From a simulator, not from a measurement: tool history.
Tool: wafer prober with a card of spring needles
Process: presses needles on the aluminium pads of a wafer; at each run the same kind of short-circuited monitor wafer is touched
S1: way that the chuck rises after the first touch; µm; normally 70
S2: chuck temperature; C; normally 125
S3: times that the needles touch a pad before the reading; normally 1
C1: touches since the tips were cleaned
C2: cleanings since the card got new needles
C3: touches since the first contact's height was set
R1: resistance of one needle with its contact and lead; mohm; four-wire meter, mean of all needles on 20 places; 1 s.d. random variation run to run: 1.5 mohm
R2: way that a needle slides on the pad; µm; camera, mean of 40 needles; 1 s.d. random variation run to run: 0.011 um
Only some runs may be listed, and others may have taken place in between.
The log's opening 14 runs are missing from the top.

Run 15, hour 299.6: usual settings; C1 5386; C2 45; C3 22334. Result: R1 141 mohm, R2 10.57 µm.
At hour 303.3: tips cleaned on abrasive film.
Run 16, hour 317.7: usual settings; C1 2997; C2 46; C3 26073. Result: R1 141 mohm, R2 10.59 µm.
Run 17, hour 330.5: usual settings but S1 85 µm; C1 5648; C2 46; C3 28724. Result: R1 141 mohm, R2 12.83 µm.
At hour 332.2: tips cleaned on abrasive film.
Run 18, hour 346.5: usual settings but S1 81 µm, S2 115 C; C1 2958; C2 47; C3 32025. Result: R1 140 mohm, R2 12.27 µm.
At hour 363.3: tips cleaned on abrasive film.
Run 19, hour 366.7: usual settings but S1 81 µm, S2 115 C; C1 712; C2 48; C3 36195. Result: R1 139 mohm, R2 12.25 µm.
Run 20, hour 386.6: usual settings but S1 54 µm; C1 4840; C2 48; C3 40323. Result: R1 143 mohm, R2 8.14 µm.
At hour 393.1: tips cleaned on abrasive film.
Run 21, hour 409.0: usual settings but S1 55 µm, S2 28 C, S3 2; C1 3295; C2 49; C3 44930. Result: R1 128 mohm, R2 8.29 µm.
At hour 422.3: tips cleaned on abrasive film.
Run 22, hour 423.0: usual settings but S1 87 µm, S2 113 C, S3 2; C1 131; C2 50; C3 47816. Result: R1 138 mohm, R2 13.15 µm.
Run 23, hour 447.2: usual settings but S1 54 µm, S2 59 C; C1 5157; C2 50; C3 52842. Result: R1 133 mohm, R2 8.14 µm.
At hour 451.5: tips cleaned on abrasive film.
Run 24, hour 472.1: usual settings; C1 4282; C2 51; C3 57987. Result: R1 141 mohm, R2 10.56 µm.
At hour 480.9: tips cleaned on abrasive film.
Run 25, hour 489.6: usual settings; C1 1798; C2 52; C3 61577. Result: R1 140 mohm, R2 10.58 µm.

Estimate the outcome of run 26 from the log above:
Run 26, hour 502.5: usual settings but S1 86 µm, S3 3; C1 4480; C2 52; C3 64259. Result: R1 ?, R2 ?.

R1: 142 mohm
R2: 12.97 µm
Take away the tool's hidden state, keep the run-to-run variation as it was, and the same run would have given R1 141 mohm, R2 12.98 µm.

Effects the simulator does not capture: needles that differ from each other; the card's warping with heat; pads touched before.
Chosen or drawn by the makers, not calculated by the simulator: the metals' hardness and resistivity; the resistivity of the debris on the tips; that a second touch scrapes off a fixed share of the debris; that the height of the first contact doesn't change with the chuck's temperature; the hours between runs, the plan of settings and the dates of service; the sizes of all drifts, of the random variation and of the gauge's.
